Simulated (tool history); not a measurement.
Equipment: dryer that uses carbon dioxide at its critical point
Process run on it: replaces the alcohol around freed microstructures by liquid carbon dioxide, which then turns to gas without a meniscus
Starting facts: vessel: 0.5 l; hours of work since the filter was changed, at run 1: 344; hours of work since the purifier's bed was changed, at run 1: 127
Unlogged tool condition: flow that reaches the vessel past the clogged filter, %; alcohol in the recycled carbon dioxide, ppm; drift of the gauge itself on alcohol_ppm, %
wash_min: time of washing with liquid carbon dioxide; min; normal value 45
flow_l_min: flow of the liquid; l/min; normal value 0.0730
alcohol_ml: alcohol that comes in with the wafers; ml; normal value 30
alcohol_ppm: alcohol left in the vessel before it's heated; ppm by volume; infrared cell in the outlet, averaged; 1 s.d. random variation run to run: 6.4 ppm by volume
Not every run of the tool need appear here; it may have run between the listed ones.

| run | hour | wash_min | flow_l_min | alcohol_ml | hours of work since the filter was changed | hours of work since the purifier's bed was changed | alcohol_ppm |
|---|---|---|---|---|---|---|---|
| 1 | 0.0 | 45 | 0.0730 | 30 | 344 | 127 | 398 |
| 2 | 8.1 | 45 | 0.0730 | 30 | 348 | 131 | 385 |
| 3 | 18.1 | 45 | 0.0730 | 30 | 353 | 136 | 406 |
| 4 | 23.8 | 45 | 0.0730 | 51 | 356 | 139 | 679 |
| 5 | 30.6 | 45 | 0.0730 | 51 | 359 | 142 | 689 |
| 6 | 39.5 | 45 | 0.0730 | 30 | 363 | 147 | 409 |
| 7 | 45.5 | 45 | 0.0730 | 63 | 366 | 150 | 820 |
| 8 | 53.4 | 45 | 0.0730 | 47 | 370 | 153 | 617 |
| 9 | 59.8 | 45 | 0.0730 | 47 | 373 | 157 | 624 |
| 10 | 69.2 | 45 | 0.0730 | 47 | 378 | 161 | 619 |
| 11 | 79.9 | 45 | 0.0730 | 47 | 383 | 166 | 638 |
| 12 | 91.3 | 45 | 0.0730 | 47 | 389 | 172 | 624 |
| 13 | 101.9 | 45 | 0.0730 | 47 | 394 | 177 | 623 |
| 14 | 111.3 | 45 | 0.0730 | 47 | 399 | 182 | 644 |
| 15 | 120.5 | 45 | 0.0730 | 89 | 403 | 186 | 1194 |
| 16 | 130.1 | 45 | 0.0730 | 89 | 408 | 191 | 1253 |
| 17 | 136.5 | 67 | 0.0730 | 30 | 411 | 194 | 72 |
| 18 | 148.0 | 45 | 0.0730 | 30 | 417 | 200 | 431 |
| 19 | 153.2 | 45 | 0.1001 | 30 | 419 | 202 | 104 |
| 20 | 164.0 | 45 | 0.0730 | 30 | 424 | 208 | 447 |
| 21 | 175.5 | 45 | 0.0730 | 30 | 430 | 213 | 438 |
| 22 | 183.0 | 45 | 0.1208 | 30 | 434 | 217 | 60 |
| 23 | 190.0 | 45 | 0.1208 | 30 | 437 | 220 | 59 |
| 24 | 195.1 | 45 | 0.1208 | 30 | 440 | 223 | 55 |
| 25 | 200.6 | 29 | 0.1208 | 30 | 442 | 225 | 347 |
| 26 | 211.0 | 38 | 0.1088 | 104 | 447 | 231 | 447 |
| 27 | 223.2 | 50 | 0.0688 | 104 | 453 | 237 | 1133 |
| 28 | 231.9 | 45 | 0.1153 | 23 | 458 | 241 | 63 |
| 29 | 242.9 | 65 | 0.0995 | 29 | 463 | 246 | 52 |
| 30 | 252.2 | 65 | 0.0995 | 29 | 468 | 251 | 50 |
| 31 | 257.6 | 48 | 0.0533 | 93 | 470 | 253 | 3793 |
| 32 | 264.1 | 48 | 0.0533 | 93 | 473 | 256 | 3814 |
| 33 | 270.9 | 48 | 0.0533 | 53 | 477 | 260 | 2265 |
| 34 | 281.6 | 48 | 0.0533 | 53 | 482 | 265 | 2218 |
| 35 | 292.0 | 45 | 0.0686 | 110 | 487 | 270 | 2139 |
| 36 | 303.9 | 71 | 0.0686 | 110 | 493 | 276 | 183 |
| 37 | 312.2 | 49 | 0.0686 | 45 | 497 | 280 | 618 |
| 38 | 317.8 | 45 | 0.0482 | 74 | 500 | 283 | 5539 |
| 39 | 328.7 | 37 | 0.0929 | 94 | 505 | 288 | 1126 |
| 40 | 336.0 | 50 | 0.0571 | 28 | 508 | 292 | 805 |
| 41 | 342.4 | 71 | 0.0740 | 28 | 512 | 295 | 66 |
| 42 | 351.7 | 27 | 0.0548 | 47 | 516 | 299 | 10000 |
| 43 | 357.7 | 27 | 0.0536 | 47 | 519 | 302 | 10691 |

Below are 4 alternative next runs, each starting from the tool's condition after run 43. Predict each:
| A | 363.2 | 61 | 0.1209 | 29 | 522 | 305 | ? |
| B | 363.2 | 45 | 0.1182 | 30 | 522 | 305 | ? |
| C | 363.2 | 53 | 0.0536 | 47 | 522 | 305 | ? |
| D | 363.2 | 51 | 0.0536 | 47 | 522 | 305 | ? |

| run | alcohol_ppm |
|---|---|
| A | 57 |
| B | 71 |
| C | 1362 |
| D | 1596 |
Take away the tool's hidden state, keep each run's random variation, and the runs would have read:
| run | alcohol_ppm |
|---|---|
| A | 7 |
| B | 12 |
| C | 842 |
| D | 1011 |
